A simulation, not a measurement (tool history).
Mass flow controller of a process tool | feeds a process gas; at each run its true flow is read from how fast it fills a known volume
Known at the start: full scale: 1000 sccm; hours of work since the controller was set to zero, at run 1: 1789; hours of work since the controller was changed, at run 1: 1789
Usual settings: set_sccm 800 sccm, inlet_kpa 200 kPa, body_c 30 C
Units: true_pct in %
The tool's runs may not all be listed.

run	hour	set_sccm	inlet_kpa	body_c	hours of work since the controller was set to zero	hours of work since the controller was changed	true_pct
1	0	800	200	30	1789	1789	99.16
2	88.9	800	200	30	1823	1823	99.21
3	173.2	800	200	30	1854	1854	99.13
4	284.2	800	200	30	1897	1897	99.13
5	367.9	800	187	30	1928	1928	99.19
6	456	800	187	30	1962	1962	99.37
7	517.6	800	162	30	1985	1985	99.37
8	638.9	231	200	30	2031	2031	100.47
9	753.3	800	279	30	2074	2074	98.88
10	857	800	279	30	2113	2113	98.9
11	961	800	279	25	2153	2153	99.46
12	1039.9	800	200	30	2183	2183	99.17
13	1119.4	800	200	30	2213	2213	99.21
14	1181.9	800	200	30	2236	2236	99.17
15	1245.5	800	200	30	2261	2261	99.22
16	1352	800	217	30	2301	2301	99.26
17	1420.4	800	200	34	2327	2327	98.78
18	1546.4	800	200	26	2374	2374	99.66
19	1633.2	246	155	30	2407	2407	100.8
20	1690.3	433	156	31	2429	2429	99.63
21	1752	121	187	30	2452	2452	103.28
22	1841	177	171	26	2486	2486	102.19
23	1899.9	175	141	26	2508	2508	102.29
24	2022.2	175	141	26	2555	2555	102.34
25	2082.4	175	141	26	2577	2577	102.48
26	2206.3	175	141	30	2624	2624	102.1
27	2330.6	635	141	30	2671	2671	99.59
28	2405.2	855	253	39	2700	2700	97.94
29	2516.1	242	253	30	2742	2742	100.6
30	2609.7	116	246	26	2777	2777	104.2
31	2674	116	246	26	2801	2801	104.2
32	2727.7	105	246	27	2822	2822	104.8

The same runs without the tool's hidden state, with the same run-to-run variation:
The hidden state here: flow at rest that the sensor doesn't see, % of full scale; true flow over the shown one, %; drift of the gauge itself on true_pct, %.
run	true_pct
1	99.22
2	99.27
3	99.19
4	99.19
5	99.25
6	99.43
7	99.43
8	98.95
9	98.93
10	98.96
11	99.52
12	99.23
13	99.27
14	99.23
15	99.27
16	99.31
17	98.83
18	99.71
19	99.15
20	99.04
21	99.03
22	99.5
23	99.54
24	99.54
25	99.65
26	99.21
27	99.41
28	98.04
29	98.68
30	99.15
31	99.11
32	99.05
